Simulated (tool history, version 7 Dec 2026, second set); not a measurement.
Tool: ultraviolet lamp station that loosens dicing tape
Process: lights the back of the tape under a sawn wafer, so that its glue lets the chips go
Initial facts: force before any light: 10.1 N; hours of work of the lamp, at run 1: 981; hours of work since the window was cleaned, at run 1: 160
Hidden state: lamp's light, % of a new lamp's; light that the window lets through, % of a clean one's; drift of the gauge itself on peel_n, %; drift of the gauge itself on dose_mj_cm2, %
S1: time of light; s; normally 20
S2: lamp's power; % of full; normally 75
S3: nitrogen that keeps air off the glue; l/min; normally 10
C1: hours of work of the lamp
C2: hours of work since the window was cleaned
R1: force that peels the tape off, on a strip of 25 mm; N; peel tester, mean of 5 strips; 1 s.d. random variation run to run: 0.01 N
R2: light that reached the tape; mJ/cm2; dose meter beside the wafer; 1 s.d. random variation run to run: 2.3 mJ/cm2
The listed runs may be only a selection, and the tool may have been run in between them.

| run | hour | S1 | S2 | S3 | C1 | C2 | R1 | R2 |
|---|---|---|---|---|---|---|---|---|
| 1 | 0.0 | 20 | 75 | 10 | 981 | 160 | 0.446 | 220 |
| 2 | 22.4 | 20 | 75 | 10 | 995 | 174 | 0.443 | 221 |
| 3 | 47.4 | 20 | 75 | 10 | 1011 | 190 | 0.442 | 212 |
| 4 | 76.2 | 20 | 75 | 10 | 1030 | 209 | 0.441 | 217 |
| 5 | 117.0 | 20 | 75 | 10 | 1056 | 235 | 0.444 | 217 |
| 6 | 150.2 | 20 | 75 | 5 | 1078 | 256 | 0.596 | 217 |
| 7 | 184.4 | 30 | 75 | 10 | 1100 | 278 | 0.255 | 324 |
| 8 | 206.4 | 30 | 75 | 10 | 1114 | 292 | 0.238 | 324 |
| 9 | 230.1 | 30 | 75 | 10 | 1129 | 308 | 0.232 | 322 |
| 10 | 251.9 | 10 | 75 | 10 | 1143 | 322 | 1.773 | 111 |
| 11 | 269.8 | 20 | 94 | 10 | 1155 | 333 | 0.279 | 271 |
| 12 | 307.1 | 20 | 75 | 10 | 1179 | 357 | 0.466 | 218 |
| 13 | 332.9 | 20 | 75 | 18 | 1195 | 374 | 0.345 | 218 |
| 14 | 352.5 | 20 | 75 | 4 | 1208 | 387 | 0.699 | 218 |
| 15 | 388.1 | 20 | 75 | 4 | 1231 | 410 | 0.668 | 215 |
| 16 | 404.5 | 25 | 82 | 10 | 1241 | 420 | 0.257 | 296 |
| 17 | 439.7 | 25 | 82 | 10 | 1264 | 443 | 0.247 | 294 |
| 18 | 475.7 | 16 | 98 | 6 | 1287 | 466 | 0.510 | 226 |
| 19 | 516.2 | 16 | 98 | 6 | 1313 | 492 | 0.498 | 225 |
| 20 | 550.5 | 16 | 98 | 6 | 1335 | 514 | 0.506 | 229 |
| 21 | 579.4 | 20 | 86 | 10 | 1354 | 533 | 0.334 | 249 |
| 22 | 602.1 | 14 | 75 | 19 | 1369 | 547 | 0.729 | 152 |
| 23 | 635.9 | 15 | 71 | 15 | 1390 | 569 | 0.745 | 152 |
|  | 661.7 | window cleaned of glue's vapour |
| 24 | 668.8 | 15 | 71 | 15 | 1411 | 5 | 0.777 | 152 |
| 25 | 697.0 | 35 | 75 | 10 | 1429 | 23 | 0.211 | 376 |
| 26 | 737.3 | 36 | 80 | 4 | 1455 | 49 | 0.215 | 418 |
| 27 | 777.5 | 36 | 80 | 4 | 1481 | 75 | 0.229 | 415 |
| 28 | 807.6 | 36 | 76 | 4 | 1501 | 94 | 0.234 | 397 |
| 29 | 845.3 | 36 | 76 | 4 | 1525 | 118 | 0.236 | 397 |

Branching from run 29: 3 alternative next runs. What would each branch give?
| A | 868.2 | 22 | 85 | 5 | 1540 | 133 | ? | ? |
| B | 868.2 | 30 | 82 | 20 | 1540 | 133 | ? | ? |
| C | 868.2 | 20 | 97 | 10 | 1540 | 133 | ? | ? |

| run | R1 | R2 |
|---|---|---|
| A | 0.387 | 270 |
| B | 0.217 | 358 |
| C | 0.268 | 275 |
Stripped of hidden state, with their random variation kept, the same runs would have yielded:
| run | R1 | R2 |
|---|---|---|
| A | 0.385 | 271 |
| B | 0.216 | 359 |
| C | 0.267 | 276 |
